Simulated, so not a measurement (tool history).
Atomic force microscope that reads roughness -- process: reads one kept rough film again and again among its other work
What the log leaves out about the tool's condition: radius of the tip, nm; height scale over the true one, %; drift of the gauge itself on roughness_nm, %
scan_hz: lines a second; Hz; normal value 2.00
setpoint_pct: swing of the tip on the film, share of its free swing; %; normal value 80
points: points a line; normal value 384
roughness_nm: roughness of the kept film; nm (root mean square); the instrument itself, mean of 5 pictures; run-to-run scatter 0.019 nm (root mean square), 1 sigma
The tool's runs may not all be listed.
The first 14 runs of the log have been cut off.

| run | hour | scan_hz | setpoint_pct | points | pictures with this tip | hours of work since the height scale was calibrated | roughness_nm |
|---|---|---|---|---|---|---|---|
|  | 669.6 | height scale calibrated on a step standard |
| 15 | 699.9 | 2.00 | 82 | 384 | 226 | 20 | 4.267 |
| 16 | 733.0 | 1.99 | 80 | 384 | 262 | 42 | 4.293 |
| 17 | 784.1 | 3.69 | 80 | 700 | 317 | 76 | 3.800 |
|  | 853.7 | new tip fitted |
| 18 | 864.8 | 2.58 | 58 | 427 | 12 | 129 | 5.026 |
|  | 879.2 | height scale calibrated on a step standard, once more |
| 19 | 945.2 | 2.58 | 58 | 427 | 97 | 44 | 4.978 |
| 20 | 1012.9 | 2.26 | 55 | 496 | 170 | 88 | 4.920 |
| 21 | 1068.2 | 1.29 | 85 | 555 | 230 | 125 | 4.505 |
| 22 | 1147.2 | 2.41 | 87 | 544 | 315 | 177 | 3.947 |
|  | 1218.8 | new tip fitted |
| 23 | 1224.5 | 1.79 | 67 | 894 | 6 | 228 | 5.064 |
| 24 | 1264.2 | 1.79 | 71 | 416 | 49 | 254 | 4.912 |
| 25 | 1323.1 | 0.82 | 85 | 356 | 112 | 293 | 4.806 |
| 26 | 1402.6 | 2.00 | 79 | 503 | 198 | 345 | 4.424 |
| 27 | 1476.0 | 2.00 | 79 | 503 | 277 | 394 | 4.339 |
| 28 | 1511.4 | 2.00 | 77 | 338 | 315 | 417 | 4.301 |
|  | 1586.6 | new tip fitted |
| 29 | 1592.0 | 2.00 | 64 | 305 | 6 | 470 | 5.078 |
| 30 | 1626.0 | 1.15 | 63 | 288 | 42 | 493 | 5.183 |
| 31 | 1698.0 | 1.15 | 63 | 288 | 120 | 540 | 5.015 |
| 32 | 1760.7 | 1.35 | 80 | 384 | 187 | 581 | 4.643 |

What if the next run were any one of these 5? Each begins from the tool's condition after run 32:
| A | 1817.3 | 0.93 | 80 | 384 | 249 | 619 | ? |
| B | 1817.3 | 1.35 | 80 | 863 | 249 | 619 | ? |
| C | 1817.3 | 2.89 | 87 | 263 | 249 | 619 | ? |
| D | 1817.3 | 3.32 | 56 | 287 | 249 | 619 | ? |
| E | 1817.3 | 1.35 | 71 | 384 | 249 | 619 | ? |

| run | roughness_nm |
|---|---|
| A | 4.693 |
| B | 4.542 |
| C | 3.849 |
| D | 4.705 |
| E | 4.718 |
Stripped of hidden state, with their random variation kept, the same runs would have yielded:
| run | roughness_nm |
|---|---|
| A | 5.091 |
| B | 4.927 |
| C | 4.176 |
| D | 5.104 |
| E | 5.119 |

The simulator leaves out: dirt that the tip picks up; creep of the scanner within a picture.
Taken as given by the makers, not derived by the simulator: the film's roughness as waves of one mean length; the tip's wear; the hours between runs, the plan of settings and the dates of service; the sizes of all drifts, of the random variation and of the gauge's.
